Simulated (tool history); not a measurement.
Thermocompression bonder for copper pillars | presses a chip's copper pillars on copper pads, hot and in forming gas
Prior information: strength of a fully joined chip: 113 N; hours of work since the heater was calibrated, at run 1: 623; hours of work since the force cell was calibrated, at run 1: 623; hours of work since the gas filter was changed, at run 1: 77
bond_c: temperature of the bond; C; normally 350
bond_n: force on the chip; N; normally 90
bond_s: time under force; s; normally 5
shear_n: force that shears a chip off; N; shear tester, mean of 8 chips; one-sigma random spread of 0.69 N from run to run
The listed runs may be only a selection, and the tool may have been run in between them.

| run | day | bond_c | bond_n | bond_s | hours of work since the heater was calibrated | hours of work since the force cell was calibrated | hours of work since the gas filter was changed | shear_n |
|---|---|---|---|---|---|---|---|---|
| 1 | 0 | 350 | 90 | 5 | 623 | 623 | 77 | 52.7 |
| 2 | 1.454 | 350 | 90 | 5 | 649 | 649 | 102 | 53.8 |
|  | 1.779 | forming gas filter changed |
| 3 | 2.925 | 350 | 90 | 5 | 674 | 674 | 20 | 53.6 |
| 4 | 4.3 | 350 | 90 | 5 | 698 | 698 | 44 | 54.1 |
| 5 | 5.279 | 350 | 90 | 5 | 716 | 716 | 62 | 53.3 |
| 6 | 6.167 | 350 | 90 | 5 | 731 | 731 | 77 | 54 |
| 7 | 7.546 | 350 | 90 | 4 | 756 | 756 | 102 | 46.9 |
|  | 7.862 | forming gas filter changed |
| 8 | 8.229 | 350 | 90 | 4 | 767 | 767 | 6 | 50.9 |
| 9 | 9 | 350 | 90 | 4 | 781 | 781 | 20 | 49.7 |
| 10 | 10.042 | 342 | 90 | 12 | 799 | 799 | 38 | 65.7 |
| 11 | 11.454 | 342 | 90 | 12 | 824 | 824 | 63 | 65.2 |
| 12 | 12.508 | 373 | 125 | 13 | 843 | 843 | 82 | 98.7 |
| 13 | 13.546 | 373 | 125 | 13 | 861 | 861 | 100 | 99.9 |
|  | 13.9 | forming gas filter changed |
| 14 | 14.975 | 366 | 82 | 13 | 886 | 886 | 19 | 80.4 |
| 15 | 16.129 | 366 | 56 | 6 | 906 | 906 | 39 | 47 |
| 16 | 16.975 | 350 | 90 | 3 | 921 | 921 | 54 | 45.1 |
| 17 | 18.121 | 350 | 90 | 12 | 941 | 941 | 74 | 73 |

What if the next run were any one of these 4? Each begins from the tool's condition after run 17:
| A | 19.092 | 356 | 60 | 3 | 958 | 958 | 91 | ? |
| B | 19.092 | 368 | 77 | 5 | 958 | 958 | 91 | ? |
| C | 19.092 | 355 | 74 | 13 | 958 | 958 | 91 | ? |
| D | 19.092 | 379 | 90 | 5 | 958 | 958 | 91 | ? |

| run | shear_n |
|---|---|
| A | 33.7 |
| B | 58.9 |
| C | 67 |
| D | 71.8 |
Stripped of hidden state, with their random variation kept, the same runs would have yielded:
| run | shear_n |
|---|---|
| A | 29 |
| B | 52.5 |
| C | 60.3 |
| D | 65.4 |
